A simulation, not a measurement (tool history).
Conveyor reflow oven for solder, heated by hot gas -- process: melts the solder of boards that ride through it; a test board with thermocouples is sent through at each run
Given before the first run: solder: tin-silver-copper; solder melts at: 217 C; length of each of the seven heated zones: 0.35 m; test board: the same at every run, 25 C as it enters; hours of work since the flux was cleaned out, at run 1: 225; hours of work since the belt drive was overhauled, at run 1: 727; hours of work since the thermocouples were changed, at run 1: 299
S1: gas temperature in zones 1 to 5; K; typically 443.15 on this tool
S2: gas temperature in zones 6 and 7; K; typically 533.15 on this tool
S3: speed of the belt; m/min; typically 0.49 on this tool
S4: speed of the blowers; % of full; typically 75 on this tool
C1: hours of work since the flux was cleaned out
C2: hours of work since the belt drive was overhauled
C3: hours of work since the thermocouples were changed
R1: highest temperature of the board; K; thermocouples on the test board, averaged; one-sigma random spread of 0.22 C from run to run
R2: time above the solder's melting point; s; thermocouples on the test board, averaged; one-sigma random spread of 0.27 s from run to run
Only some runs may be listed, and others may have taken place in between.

{"run": 1, "day": 0.0, "S1": 443.15, "S2": 533.15, "S3": 0.49, "S4": 75, "C1": 225, "C2": 727, "C3": 299, "R1": 520.85, "R2": 60.2}
{"run": 2, "day": 0.946, "S1": 443.15, "S2": 533.15, "S3": 0.49, "S4": 75, "C1": 240, "C2": 741, "C3": 314, "R1": 520.85, "R2": 60}
{"run": 3, "day": 1.433, "S1": 443.15, "S2": 533.15, "S3": 0.49, "S4": 75, "C1": 247, "C2": 749, "C3": 321, "R1": 520.75, "R2": 60.4}
{"run": 4, "day": 2.238, "S1": 443.15, "S2": 533.15, "S3": 0.49, "S4": 75, "C1": 259, "C2": 761, "C3": 333, "R1": 520.65, "R2": 60.4}
{"run": 5, "day": 3.071, "S1": 443.15, "S2": 533.15, "S3": 0.49, "S4": 75, "C1": 272, "C2": 774, "C3": 346, "R1": 520.15, "R2": 60.2}
{"run": 6, "day": 3.758, "S1": 443.15, "S2": 533.15, "S3": 0.49, "S4": 75, "C1": 282, "C2": 784, "C3": 357, "R1": 520.75, "R2": 60.4}
{"run": 7, "day": 4.2, "S1": 443.15, "S2": 533.15, "S3": 0.49, "S4": 75, "C1": 289, "C2": 791, "C3": 363, "R1": 520.75, "R2": 60.2}
{"run": 8, "day": 4.738, "S1": 443.15, "S2": 533.15, "S3": 0.49, "S4": 75, "C1": 297, "C2": 799, "C3": 372, "R1": 520.75, "R2": 60.1}
{"run": 9, "day": 5.346, "S1": 443.15, "S2": 533.15, "S3": 0.49, "S4": 75, "C1": 307, "C2": 808, "C3": 381, "R1": 520.55, "R2": 60.3}
{"run": 10, "day": 6.3, "S1": 443.15, "S2": 533.15, "S3": 0.49, "S4": 75, "C1": 321, "C2": 823, "C3": 395, "R1": 520.25, "R2": 60.2}
{"run": 11, "day": 7.038, "S1": 443.15, "S2": 533.15, "S3": 0.49, "S4": 75, "C1": 332, "C2": 834, "C3": 407, "R1": 520.15, "R2": 59.9}
{"run": 12, "day": 7.792, "S1": 443.15, "S2": 533.15, "S3": 0.49, "S4": 75, "C1": 344, "C2": 846, "C3": 418, "R1": 520.45, "R2": 59.7}
{"run": 13, "day": 8.342, "S1": 443.15, "S2": 533.15, "S3": 0.49, "S4": 75, "C1": 352, "C2": 854, "C3": 426, "R1": 519.95, "R2": 59.8}
{"run": 14, "day": 9.05, "S1": 443.15, "S2": 533.15, "S3": 0.419, "S4": 75, "C1": 363, "C2": 865, "C3": 437, "R1": 524.45, "R2": 76.1}
{"run": 15, "day": 9.821, "S1": 443.15, "S2": 533.15, "S3": 0.419, "S4": 75, "C1": 375, "C2": 877, "C3": 449, "R1": 524.55, "R2": 75.5}
{"day": 10.775, "done": "belt drive overhauled, speed set with a stopwatch"}
{"run": 16, "day": 10.8, "S1": 451.15, "S2": 533.15, "S3": 0.419, "S4": 75, "C1": 387, "C2": 0, "C3": 461, "R1": 524.45, "R2": 78.8}
{"run": 17, "day": 11.504, "S1": 451.15, "S2": 533.15, "S3": 0.419, "S4": 75, "C1": 398, "C2": 11, "C3": 472, "R1": 525.05, "R2": 79}
{"run": 18, "day": 11.946, "S1": 443.15, "S2": 533.15, "S3": 0.467, "S4": 88, "C1": 404, "C2": 18, "C3": 479, "R1": 522.45, "R2": 64.4}
{"run": 19, "day": 12.629, "S1": 439.15, "S2": 545.15, "S3": 0.534, "S4": 66, "C1": 415, "C2": 28, "C3": 489, "R1": 525.25, "R2": 54.8}
{"day": 12.888, "done": "flux residue cleaned out of gas plates and filters"}
{"run": 20, "day": 13.738, "S1": 448.15, "S2": 541.15, "S3": 0.47, "S4": 89, "C1": 13, "C2": 42, "C3": 503, "R1": 529.55, "R2": 71.4}
{"day": 14.608, "done": "flux residue cleaned out of gas plates and filters, once more"}
{"run": 21, "day": 14.675, "S1": 443.15, "S2": 544.15, "S3": 0.518, "S4": 56, "C1": 1, "C2": 53, "C3": 514, "R1": 527.05, "R2": 60.2}
{"run": 22, "day": 15.675, "S1": 443.15, "S2": 544.15, "S3": 0.518, "S4": 56, "C1": 16, "C2": 68, "C3": 529, "R1": 527.35, "R2": 60.1}
{"run": 23, "day": 16.688, "S1": 443.15, "S2": 522.15, "S3": 0.513, "S4": 66, "C1": 32, "C2": 84, "C3": 545, "R1": 509.95, "R2": 45.5}
{"run": 24, "day": 17.146, "S1": 433.15, "S2": 535.15, "S3": 0.487, "S4": 79, "C1": 39, "C2": 91, "C3": 552, "R1": 523.45, "R2": 59.9}
{"run": 25, "day": 18.112, "S1": 433.15, "S2": 535.15, "S3": 0.487, "S4": 79, "C1": 53, "C2": 105, "C3": 566, "R1": 523.55, "R2": 59.2}
{"run": 26, "day": 18.546, "S1": 433.15, "S2": 528.15, "S3": 0.419, "S4": 64, "C1": 60, "C2": 112, "C3": 573, "R1": 519.25, "R2": 65.9}
{"run": 27, "day": 19.454, "S1": 455.15, "S2": 528.15, "S3": 0.419, "S4": 56, "C1": 74, "C2": 126, "C3": 587, "R1": 520.95, "R2": 76.6}
{"run": 28, "day": 20.071, "S1": 443.15, "S2": 534.15, "S3": 0.482, "S4": 75, "C1": 83, "C2": 135, "C3": 596, "R1": 523.75, "R2": 63.4}

What will run 29 give?
{"run": 29, "day": 20.908, "S1": 443.15, "S2": 535.15, "S3": 0.49, "S4": 75, "C1": 96, "C2": 148, "C3": 609, "R1": "?", "R2": "?"}

{"run 29": {"R1": 524.15, "R2": 62.9}}
Take away the tool's hidden state, keep the run-to-run variation as it was, and the same run would have given R1 523.15 K, R2 62.2 s.
